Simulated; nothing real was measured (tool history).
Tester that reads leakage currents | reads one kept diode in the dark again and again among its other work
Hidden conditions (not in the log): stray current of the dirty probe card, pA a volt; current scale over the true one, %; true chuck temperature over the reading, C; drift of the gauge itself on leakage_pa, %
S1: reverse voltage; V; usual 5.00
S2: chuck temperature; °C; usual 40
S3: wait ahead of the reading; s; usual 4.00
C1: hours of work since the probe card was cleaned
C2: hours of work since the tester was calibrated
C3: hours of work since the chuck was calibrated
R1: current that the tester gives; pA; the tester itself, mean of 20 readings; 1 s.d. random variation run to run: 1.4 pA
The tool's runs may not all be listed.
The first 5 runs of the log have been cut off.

run 6 hour=366.5 | S1=5.00 S2=40 S3=0.57 | C1=861 C2=2927 C3=1068 | R1=548.53
run 7 hour=438.8 | S1=5.00 S2=59 S3=4.00 | C1=907 C2=2973 C3=1114 | R1=2169.24
run 8 hour=526.2 | S1=5.00 S2=59 S3=4.00 | C1=963 C2=3029 C3=1170 | R1=2173.72
-- hour=558.1 chuck's temperature calibrated
run 9 hour=586.3 | S1=5.00 S2=55 S3=4.00 | C1=1000 C2=3067 C3=18 | R1=1446.65
run 10 hour=660.9 | S1=5.00 S2=55 S3=4.00 | C1=1048 C2=3115 C3=66 | R1=1473.07
run 11 hour=745.4 | S1=5.00 S2=55 S3=4.00 | C1=1102 C2=3169 C3=120 | R1=1466.18
run 12 hour=796.7 | S1=7.65 S2=40 S3=4.00 | C1=1135 C2=3202 C3=153 | R1=572.51
run 13 hour=843.4 | S1=5.00 S2=40 S3=4.00 | C1=1165 C2=3232 C3=183 | R1=491.24
run 14 hour=895.5 | S1=5.00 S2=40 S3=4.00 | C1=1199 C2=3265 C3=216 | R1=492.77
run 15 hour=999.9 | S1=5.00 S2=40 S3=4.00 | C1=1266 C2=3332 C3=283 | R1=495.28
run 16 hour=1084.2 | S1=5.00 S2=40 S3=0.65 | C1=1320 C2=3386 C3=337 | R1=503.01
-- hour=1095.7 tester calibrated
run 17 hour=1188.6 | S1=5.00 S2=40 S3=0.65 | C1=1385 C2=60 C3=403 | R1=505.29
run 18 hour=1249.9 | S1=5.00 S2=40 S3=0.65 | C1=1425 C2=99 C3=442 | R1=506.55
run 19 hour=1334.7 | S1=4.67 S2=40 S3=4.00 | C1=1479 C2=153 C3=497 | R1=496.75
run 20 hour=1381.3 | S1=2.20 S2=46 S3=6.36 | C1=1509 C2=183 C3=527 | R1=590.60
-- hour=1434.4 tester calibrated, once more
run 21 hour=1434.4 | S1=2.20 S2=46 S3=6.36 | C1=1542 C2=0 C3=559 | R1=604.20
run 22 hour=1478.1 | S1=2.20 S2=46 S3=6.36 | C1=1570 C2=28 C3=587 | R1=609.21
run 23 hour=1582.3 | S1=2.82 S2=26 S3=8.78 | C1=1637 C2=95 C3=654 | R1=139.29

Run 24 is up next; what results do you expect?
run 24 hour=1626.7 | S1=2.82 S2=26 S3=8.78 | C1=1665 C2=123 C3=683 | R1=?

R1: 139.38 pA
Take away the tool's hidden state, keep the run-to-run variation as it was, and the same run would have given R1 125.52 pA.
